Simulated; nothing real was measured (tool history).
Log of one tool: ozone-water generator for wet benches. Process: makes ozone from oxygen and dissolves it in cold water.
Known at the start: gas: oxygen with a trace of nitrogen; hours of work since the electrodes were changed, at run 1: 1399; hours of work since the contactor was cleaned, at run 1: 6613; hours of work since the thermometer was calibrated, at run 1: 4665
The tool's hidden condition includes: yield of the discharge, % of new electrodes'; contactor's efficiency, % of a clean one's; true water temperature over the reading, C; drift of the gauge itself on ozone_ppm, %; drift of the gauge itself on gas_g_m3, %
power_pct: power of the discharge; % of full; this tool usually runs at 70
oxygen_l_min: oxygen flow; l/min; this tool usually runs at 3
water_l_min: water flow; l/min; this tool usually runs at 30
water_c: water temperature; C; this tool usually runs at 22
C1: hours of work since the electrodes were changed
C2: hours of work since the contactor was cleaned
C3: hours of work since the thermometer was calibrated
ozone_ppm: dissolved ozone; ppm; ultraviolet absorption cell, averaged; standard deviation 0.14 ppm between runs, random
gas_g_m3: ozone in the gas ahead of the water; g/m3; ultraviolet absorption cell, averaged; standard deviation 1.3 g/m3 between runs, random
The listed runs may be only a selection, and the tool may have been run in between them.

run 1 hour=0 | power_pct=70 oxygen_l_min=3 water_l_min=30 water_c=22 | C1=1399 C2=6613 C3=4665 | ozone_ppm=14.5 gas_g_m3=243.9
run 2 hour=45.4 | power_pct=70 oxygen_l_min=3 water_l_min=30 water_c=22 | C1=1440 C2=6654 C3=4706 | ozone_ppm=14.4 gas_g_m3=245.5
run 3 hour=85.4 | power_pct=70 oxygen_l_min=3 water_l_min=30 water_c=22 | C1=1477 C2=6690 C3=4743 | ozone_ppm=14.5 gas_g_m3=244.6
run 4 hour=131.5 | power_pct=70 oxygen_l_min=3 water_l_min=25 water_c=22 | C1=1519 C2=6732 C3=4785 | ozone_ppm=17.2 gas_g_m3=244.5
run 5 hour=197.2 | power_pct=70 oxygen_l_min=3 water_l_min=25 water_c=22 | C1=1578 C2=6792 C3=4844 | ozone_ppm=17.2 gas_g_m3=245.4
run 6 hour=249.8 | power_pct=70 oxygen_l_min=3 water_l_min=25 water_c=22 | C1=1626 C2=6840 C3=4892 | ozone_ppm=17.2 gas_g_m3=246.1
run 7 hour=330.9 | power_pct=70 oxygen_l_min=3 water_l_min=30 water_c=22 | C1=1700 C2=6913 C3=4966 | ozone_ppm=14.6 gas_g_m3=240
run 8 hour=387.1 | power_pct=70 oxygen_l_min=3 water_l_min=30 water_c=22 | C1=1751 C2=6964 C3=5017 | ozone_ppm=14.1 gas_g_m3=244
run 9 hour=444.5 | power_pct=70 oxygen_l_min=3 water_l_min=30 water_c=22 | C1=1803 C2=7016 C3=5069 | ozone_ppm=14.4 gas_g_m3=243.2
run 10 hour=507.5 | power_pct=70 oxygen_l_min=3 water_l_min=30 water_c=22 | C1=1860 C2=7074 C3=5126 | ozone_ppm=14.4 gas_g_m3=243.1
run 11 hour=548.4 | power_pct=70 oxygen_l_min=3 water_l_min=30 water_c=22 | C1=1897 C2=7111 C3=5163 | ozone_ppm=14.3 gas_g_m3=243
run 12 hour=608.8 | power_pct=68 oxygen_l_min=3 water_l_min=30 water_c=22 | C1=1952 C2=7166 C3=5218 | ozone_ppm=14.2 gas_g_m3=237.5
run 13 hour=692.6 | power_pct=68 oxygen_l_min=3 water_l_min=30 water_c=22 | C1=2028 C2=7242 C3=5294 | ozone_ppm=13.6 gas_g_m3=234.4
-- hour=699.4 water thermometer calibrated
run 14 hour=742.6 | power_pct=70 oxygen_l_min=3 water_l_min=30 water_c=19 | C1=2073 C2=7287 C3=39 | ozone_ppm=14.4 gas_g_m3=240.5
run 15 hour=781.6 | power_pct=70 oxygen_l_min=3 water_l_min=30 water_c=19 | C1=2109 C2=7322 C3=75 | ozone_ppm=14.6 gas_g_m3=242.1
run 16 hour=857.4 | power_pct=70 oxygen_l_min=3 water_l_min=30 water_c=19 | C1=2177 C2=7391 C3=144 | ozone_ppm=14.6 gas_g_m3=239.2
run 17 hour=911.1 | power_pct=70 oxygen_l_min=3 water_l_min=30 water_c=26 | C1=2226 C2=7440 C3=192 | ozone_ppm=13.7 gas_g_m3=240.9
run 18 hour=960.8 | power_pct=68 oxygen_l_min=3 water_l_min=47 water_c=18 | C1=2271 C2=7485 C3=238 | ozone_ppm=9.1 gas_g_m3=235.3
run 19 hour=1034.9 | power_pct=68 oxygen_l_min=1.71 water_l_min=24 water_c=27 | C1=2339 C2=7552 C3=305 | ozone_ppm=14.3 gas_g_m3=311.1

For run 20, what comes out?
run 20 hour=1100.4 | power_pct=68 oxygen_l_min=1.71 water_l_min=24 water_c=27 | C1=2398 C2=7612 C3=364 | ozone_ppm=? gas_g_m3=?

Run 20 came out at ozone_ppm 14 ppm, gas_g_m3 306.3 g/m3.
With no hidden state in the tool, this same run would have given ozone_ppm 15.1 ppm, gas_g_m3 320.1 g/m3.

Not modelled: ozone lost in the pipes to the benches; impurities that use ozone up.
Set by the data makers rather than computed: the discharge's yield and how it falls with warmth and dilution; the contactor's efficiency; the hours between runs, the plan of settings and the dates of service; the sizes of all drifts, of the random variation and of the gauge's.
